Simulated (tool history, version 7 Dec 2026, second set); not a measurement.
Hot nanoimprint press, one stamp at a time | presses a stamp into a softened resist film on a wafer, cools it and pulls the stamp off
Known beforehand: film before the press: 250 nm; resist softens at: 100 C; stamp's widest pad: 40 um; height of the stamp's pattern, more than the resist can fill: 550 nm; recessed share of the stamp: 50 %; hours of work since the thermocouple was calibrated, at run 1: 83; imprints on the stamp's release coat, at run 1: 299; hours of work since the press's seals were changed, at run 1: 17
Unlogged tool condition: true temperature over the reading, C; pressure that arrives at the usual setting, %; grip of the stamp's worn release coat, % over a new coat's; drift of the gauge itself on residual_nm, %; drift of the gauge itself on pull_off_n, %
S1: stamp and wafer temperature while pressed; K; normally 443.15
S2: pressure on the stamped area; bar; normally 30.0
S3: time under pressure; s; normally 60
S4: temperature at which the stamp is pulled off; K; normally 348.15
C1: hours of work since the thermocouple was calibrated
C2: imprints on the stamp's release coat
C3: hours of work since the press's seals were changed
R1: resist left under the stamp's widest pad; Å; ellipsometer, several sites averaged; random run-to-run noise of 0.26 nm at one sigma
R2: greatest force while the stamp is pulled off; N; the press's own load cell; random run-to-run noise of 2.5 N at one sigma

run,hour,S1,S2,S3,S4,C1,C2,C3,R1,R2
1,0.0,443.15,30.0,60,348.15,83,299,17,946,164
2,5.7,443.15,30.0,60,348.15,87,325,21,954,165
3,15.0,443.15,30.0,60,348.15,93,367,27,949,160
4,23.2,443.15,45.7,60,348.15,98,403,33,740,164
5,31.3,443.15,30.0,57,348.15,104,439,38,971,158
6,41.4,443.15,30.0,57,348.15,110,485,45,970,168
7,48.9,453.15,30.0,63,348.15,115,518,50,669,167
8,53.0,443.15,21.3,51,354.15,118,536,53,1222,135
9,62.6,439.15,30.0,60,348.15,124,579,59,1102,166
10,71.0,439.15,30.0,60,348.15,130,617,65,1102,163
11,78.2,431.15,44.7,84,341.15,135,649,70,1065,204

Alternative continuations, all from the tool just after run 11; predict every row:
A,83.6,443.15,30.0,60,335.15,138,673,73,?,?
B,83.6,443.15,30.0,113,337.15,138,673,73,?,?
C,83.6,431.15,19.5,84,341.15,138,673,73,?,?
D,83.6,443.15,30.0,39,348.15,138,673,73,?,?

run,R1,R2
A,957,230
B,763,224
C,1620,200
D,1103,166
With no hidden state in the tool, these same runs would have given:
run,R1,R2
A,956,229
B,763,222
C,1619,199
D,1102,165

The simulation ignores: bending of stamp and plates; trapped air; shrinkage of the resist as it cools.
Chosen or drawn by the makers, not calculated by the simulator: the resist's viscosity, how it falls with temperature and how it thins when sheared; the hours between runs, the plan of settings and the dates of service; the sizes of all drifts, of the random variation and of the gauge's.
